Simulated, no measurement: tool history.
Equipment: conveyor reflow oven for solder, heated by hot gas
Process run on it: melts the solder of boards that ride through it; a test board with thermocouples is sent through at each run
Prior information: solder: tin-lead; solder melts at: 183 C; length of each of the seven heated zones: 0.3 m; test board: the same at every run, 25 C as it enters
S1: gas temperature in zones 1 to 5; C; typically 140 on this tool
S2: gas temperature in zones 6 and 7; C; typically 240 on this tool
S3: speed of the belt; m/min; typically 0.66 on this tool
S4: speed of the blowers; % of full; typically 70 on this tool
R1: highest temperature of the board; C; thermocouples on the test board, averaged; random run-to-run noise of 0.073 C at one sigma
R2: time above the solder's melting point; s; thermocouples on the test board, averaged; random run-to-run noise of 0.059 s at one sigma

run	day	S1	S2	S3	S4	R1	R2
1	0	140	240	0.66	70	220.5	42.66
2	0.404	140	240	0.66	70	220.56	42.6
3	1.046	140	240	0.66	70	220.53	42.68
4	1.533	135	240	0.66	70	219.5	40.88
5	1.996	135	240	0.66	70	219.51	40.76
6	2.558	140	240	0.72	70	217.2	37.07
7	3.217	140	240	0.72	70	217.14	37.12
8	4.138	140	246	0.66	70	225.47	45.03
9	5.1	140	236	0.66	70	217.03	40.73
10	5.892	140	236	0.66	70	217	40.75
11	6.612	140	240	0.592	70	224.1	49.98
12	7.55	140	240	0.777	70	214.03	32.33
13	8.458	140	240	0.777	70	213.84	32.32
14	9.162	140	240	0.66	71	220.45	42.54
15	10.025	140	240	0.66	71	220.39	42.67
16	10.504	140	253	0.603	71	235.05	53.79
17	11.321	140	253	0.603	71	234.85	53.93
18	11.833	140	253	0.603	71	234.96	53.79
19	12.742	140	243	0.603	71	226.09	49.95
# day 13.042: flux residue cleaned out of gas plates and filters
20	13.433	140	243	0.603	71	227.42	50.71
21	14.392	140	251	0.571	84	238.48	58.18
22	15.012	140	251	0.571	84	238.38	58.15
23	15.45	135	253	0.66	70	231.67	46.81
24	15.867	134	253	0.782	62	221.66	34.72
25	16.721	140	235	0.66	67	216.78	40.58
26	17.533	148	235	0.66	67	218.24	43.84
27	18.408	148	235	0.575	67	222.3	53.03
28	19.175	148	235	0.575	67	222.15	53.08
29	19.867	132	235	0.6	64	217.76	43.6
30	20.804	146	246	0.766	57	218.45	36.54

Below are 5 alternative next runs, each starting from the tool's condition after run 30. Predict each:
A	21.212	140	240	0.689	70	?	?
B	21.212	131	230	0.62	70	?	?
C	21.212	133	251	0.66	62	?	?
D	21.212	131	240	0.66	67	?	?
E	21.212	146	235	0.664	56	?	?

run	R1	R2
A	219.76	40.46
B	213.17	39.24
C	227.47	44.43
D	218.93	39.64
E	214.96	40.72
Without the tool's unlogged condition, the same runs would have read:
run	R1	R2
A	219.42	40.27
B	212.76	39
C	227.13	44.22
D	218.59	39.44
E	214.55	40.47
